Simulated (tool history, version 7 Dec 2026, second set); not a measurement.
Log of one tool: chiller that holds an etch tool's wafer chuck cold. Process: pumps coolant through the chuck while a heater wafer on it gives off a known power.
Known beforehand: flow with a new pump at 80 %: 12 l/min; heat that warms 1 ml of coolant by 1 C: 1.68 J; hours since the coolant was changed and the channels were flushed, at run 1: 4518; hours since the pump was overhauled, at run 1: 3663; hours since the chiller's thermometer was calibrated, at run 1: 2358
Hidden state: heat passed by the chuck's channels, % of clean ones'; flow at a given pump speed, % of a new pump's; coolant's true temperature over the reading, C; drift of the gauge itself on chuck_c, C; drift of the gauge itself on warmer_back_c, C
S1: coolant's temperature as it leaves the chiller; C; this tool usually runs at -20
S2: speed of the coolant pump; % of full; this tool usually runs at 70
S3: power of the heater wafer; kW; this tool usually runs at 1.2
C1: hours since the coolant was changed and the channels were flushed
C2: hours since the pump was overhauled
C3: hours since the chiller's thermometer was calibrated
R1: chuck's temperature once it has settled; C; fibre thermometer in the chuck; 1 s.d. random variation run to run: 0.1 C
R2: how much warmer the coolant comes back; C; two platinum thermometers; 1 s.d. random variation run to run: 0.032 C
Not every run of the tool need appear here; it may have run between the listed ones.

run	hour	S1	S2	S3	C1	C2	C3	R1	R2
1	0	-20	70	1.2	4518	3663	2358	-6.5	4.15
2	94.6	-20	70	1.306	4613	3758	2452	-5.4	4.54
# hour 140.1: chiller's thermometer calibrated
3	214	-12	70	1.2	4731	3876	74	1.5	4.15
4	332.8	-20	70	1.2	4850	3995	193	-6.6	4.18
5	402.9	-20	70	1.2	4920	4065	263	-6.4	4.25
6	455.7	-20	70	1.2	4973	4118	316	-6.4	4.24
7	520.8	-20	70	1.2	5038	4183	381	-6.6	4.21
8	597.7	-20	70	1.2	5115	4260	458	-6.6	4.18
9	708.8	-20	70	1.2	5226	4371	569	-6.5	4.2
# hour 731: coolant changed, channels flushed
10	792.9	-20	70	1.643	62	4449	647	-1.5	5.72
11	873.7	-20	70	1.643	143	4530	728	-1.5	5.77
12	935.9	-20	70	1.643	205	4592	790	-1.5	5.78
13	1022.7	-20	70	0.813	292	4679	877	-11	2.96
14	1139.9	-20	70	0.813	409	4796	994	-11	2.95
15	1195.5	-20	70	0.813	465	4852	1049	-11	3.01
16	1317.5	-11	92	0.746	587	4974	1171	-4.5	2.1
17	1400.3	-20	72	0.743	669	5056	1254	-11.9	2.68
18	1527.2	-23	97	1.727	796	5183	1381	-8.5	4.33
19	1597.2	-20	66	1.525	866	5253	1451	-2	5.82
20	1672.6	-20	66	1.525	942	5329	1526	-1.9	5.78
21	1792.2	-14	70	1.197	1061	5448	1646	-0.5	4.34
22	1915	-26	70	1.44	1184	5571	1769	-10.1	5.21
23	2003.6	-17	99	1.2	1273	5660	1857	-7.1	3.11
24	2085.9	-17	99	1.2	1355	5742	1940	-7.2	3.06

Run 25 has not been measured yet. What should we expect?
25	2205.9	-17	99	1.2	1475	5862	2060	?	?

{"run 25": {"R1": -7.4, "R2": 3.14}}
On a tool with no hidden condition, and with the same random variation, this run would have come out at R1 -7.4 C, R2 2.85 C.
